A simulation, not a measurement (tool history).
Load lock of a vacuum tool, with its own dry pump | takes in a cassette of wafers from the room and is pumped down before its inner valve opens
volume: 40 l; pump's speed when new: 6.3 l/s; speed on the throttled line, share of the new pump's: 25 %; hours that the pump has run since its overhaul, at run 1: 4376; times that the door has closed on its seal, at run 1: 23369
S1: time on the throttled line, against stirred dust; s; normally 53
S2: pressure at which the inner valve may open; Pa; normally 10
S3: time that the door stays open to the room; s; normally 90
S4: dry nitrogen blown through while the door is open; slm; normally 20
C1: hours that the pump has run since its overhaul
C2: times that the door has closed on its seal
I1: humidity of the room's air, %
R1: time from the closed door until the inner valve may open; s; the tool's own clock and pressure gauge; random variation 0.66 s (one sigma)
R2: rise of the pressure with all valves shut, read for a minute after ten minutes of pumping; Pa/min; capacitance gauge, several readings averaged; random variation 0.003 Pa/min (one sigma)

Run 1, hour 0.0: usual settings; C1 4376; C2 23369; I1 42.1. Result: R1 98.2 s, R2 0.091 Pa/min.
Run 2, hour 110.5: usual settings; C1 4487; C2 23770; I1 45.5. Result: R1 98.3 s, R2 0.096 Pa/min.
Run 3, hour 229.1: usual settings; C1 4606; C2 24201; I1 46.7. Result: R1 98.0 s, R2 0.098 Pa/min.
Run 4, hour 338.1: usual settings but S4 10 slm; C1 4714; C2 24597; I1 45.0. Result: R1 98.8 s, R2 0.108 Pa/min.
Run 5, hour 443.2: usual settings but S3 67 s, S4 10 slm; C1 4820; C2 24978; I1 47.5. Result: R1 98.9 s, R2 0.112 Pa/min.
Run 6, hour 521.4: usual settings but S3 67 s, S4 10 slm; C1 4898; C2 25262; I1 48.1. Result: R1 97.8 s, R2 0.102 Pa/min.
Run 7, hour 635.4: usual settings but S3 67 s, S4 10 slm; C1 5012; C2 25676; I1 42.8. Result: R1 99.0 s, R2 0.103 Pa/min.
Run 8, hour 751.8: usual settings but S3 67 s, S4 10 slm; C1 5128; C2 26098; I1 44.2. Result: R1 98.8 s, R2 0.108 Pa/min.
Run 9, hour 856.7: usual settings; C1 5233; C2 26480; I1 45.2. Result: R1 98.3 s, R2 0.102 Pa/min.
Run 10, hour 926.6: usual settings; C1 5303; C2 26733; I1 45.0. Result: R1 99.1 s, R2 0.109 Pa/min.
Run 11, hour 1053.3: usual settings but S1 102 s; C1 5430; C2 27193; I1 45.5. Result: R1 133.2 s, R2 0.105 Pa/min.
Run 12, hour 1116.6: usual settings but S1 102 s; C1 5493; C2 27423; I1 47.0. Result: R1 134.7 s, R2 0.105 Pa/min.
Run 13, hour 1208.4: usual settings but S1 102 s; C1 5585; C2 27756; I1 46.1. Result: R1 136.0 s, R2 0.111 Pa/min.
Run 14, hour 1276.5: usual settings but S1 38 s, S2 15 Pa, S4 22 slm; C1 5653; C2 28004; I1 43.5. Result: R1 85.7 s, R2 0.113 Pa/min.
Run 15, hour 1358.8: usual settings but S2 20 Pa, S4 27 slm; C1 5735; C2 28302; I1 42.4. Result: R1 94.8 s, R2 0.111 Pa/min.
Run 16, hour 1440.2: usual settings but S1 95 s, S3 158 s, S4 23 slm; C1 5817; C2 28598; I1 46.3. Result: R1 128.8 s, R2 0.129 Pa/min.
Run 17, hour 1539.4: usual settings but S1 95 s, S3 158 s, S4 23 slm; C1 5916; C2 28958; I1 45.3. Result: R1 129.1 s, R2 0.128 Pa/min.
Run 18, hour 1651.9: usual settings but S1 95 s, S2 8 Pa, S3 198 s, S4 35 slm; C1 6028; C2 29367; I1 43.7. Result: R1 130.5 s, R2 0.127 Pa/min.

Run 19 comes next. What will it give?
Run 19, hour 1713.5: usual settings but S1 95 s, S2 8 Pa, S3 198 s, S4 35 slm; C1 6090; C2 29590; I1 47.0. Result: R1 ?, R2 ?.

{"run 19": {"R1": 130.6, "R2": 0.13}}
Without the tool's hidden state the same run would have given R1 130.0 s, R2 0.050 Pa/min.

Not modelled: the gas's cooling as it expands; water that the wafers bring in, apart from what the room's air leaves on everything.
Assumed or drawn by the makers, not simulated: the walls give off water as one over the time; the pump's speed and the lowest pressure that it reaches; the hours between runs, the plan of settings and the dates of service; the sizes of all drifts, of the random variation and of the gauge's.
